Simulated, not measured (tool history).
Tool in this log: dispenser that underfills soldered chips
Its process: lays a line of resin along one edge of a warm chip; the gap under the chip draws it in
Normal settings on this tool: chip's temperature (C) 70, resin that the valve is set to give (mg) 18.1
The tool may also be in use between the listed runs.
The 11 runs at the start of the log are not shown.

run,day,chip's temperature (C),resin that the valve is set to give (mg),hours of work since the syringe was changed,hours of work since the valve was cleaned,hours of work since the stage was calibrated,time until the resin shows at the far edge (s),resin that the valve gave (mg)
# day 3.925: new syringe of resin
12,3.946,70,15.6,0,35,100,193.0,15.03
# day 4.271: dispensing valve cleaned and set on the balance
13,4.300,84,18.1,6,1,106,128.8,18.14
# day 4.446: new syringe of resin
14,4.583,78,18.1,2,5,111,142.8,17.92
15,4.762,70,18.1,6,9,114,234.5,18.00
# day 4.917: new syringe of resin
16,4.988,70,18.1,1,12,118,192.1,17.84
17,5.288,70,18.1,7,18,123,246.9,17.74
# day 5.388: new syringe of resin
18,5.496,70,18.1,2,21,127,208.3,17.76
19,5.812,60,23.3,8,27,132,410.5,22.66
# day 5.862: new syringe of resin
20,6.154,60,23.3,5,33,138,368.7,22.44
# day 6.329: new syringe of resin
21,6.429,60,21.2,2,38,143,320.1,20.19
# day 6.629: dispensing valve cleaned and set on the balance
22,6.733,60,21.2,6,2,148,391.9,21.16
# day 6.829: new syringe of resin
23,7.154,81,22.3,6,9,155,147.2,22.10
# day 7.288: new syringe of resin
24,7.571,81,18.0,5,16,162,143.5,17.73
# day 7.762: new syringe of resin
25,7.992,81,18.0,4,24,169,136.8,17.47
# day 8.233: new syringe of resin
26,8.238,84,19.8,0,28,174,100.1,19.37
27,8.538,84,19.8,5,33,179,129.6,19.09
# day 8.708: new syringe of resin
28,8.754,70,16.6,1,37,183,197.4,15.98
# day 9.004: dispensing valve cleaned and set on the balance
29,9.033,68,23.2,5,1,187,253.4,23.13
# day 9.217: new syringe of resin
30,9.404,68,23.2,3,7,193,236.6,22.98
31,9.617,68,23.2,7,11,197,280.3,22.92
# day 9.683: new syringe of resin
32,9.871,66,21.7,3,15,202,255.4,21.37
# day 10.146: new syringe of resin
33,10.304,80,17.4,3,23,209,135.5,16.94
34,10.554,80,17.4,7,27,214,170.1,17.04

What if the next run were any one of these 3? Each begins from the tool's condition after run 34:
# day 10.612: new syringe of resin
A,10.817,78,15.8,4,32,218,?,?
# day 10.612: new syringe of resin
B,10.817,77,17.2,4,32,218,?,?
# day 10.612: new syringe of resin
C,10.817,82,21.8,4,32,218,?,?

run,time until the resin shows at the far edge (s),resin that the valve gave (mg)
A,159.3,15.33
B,161.0,16.58
C,126.5,21.19
With the hidden condition removed and each run's random variation left untouched, the same runs would have given:
run,time until the resin shows at the far edge (s),resin that the valve gave (mg)
A,127.2,15.84
B,128.8,17.14
C,102.0,21.90

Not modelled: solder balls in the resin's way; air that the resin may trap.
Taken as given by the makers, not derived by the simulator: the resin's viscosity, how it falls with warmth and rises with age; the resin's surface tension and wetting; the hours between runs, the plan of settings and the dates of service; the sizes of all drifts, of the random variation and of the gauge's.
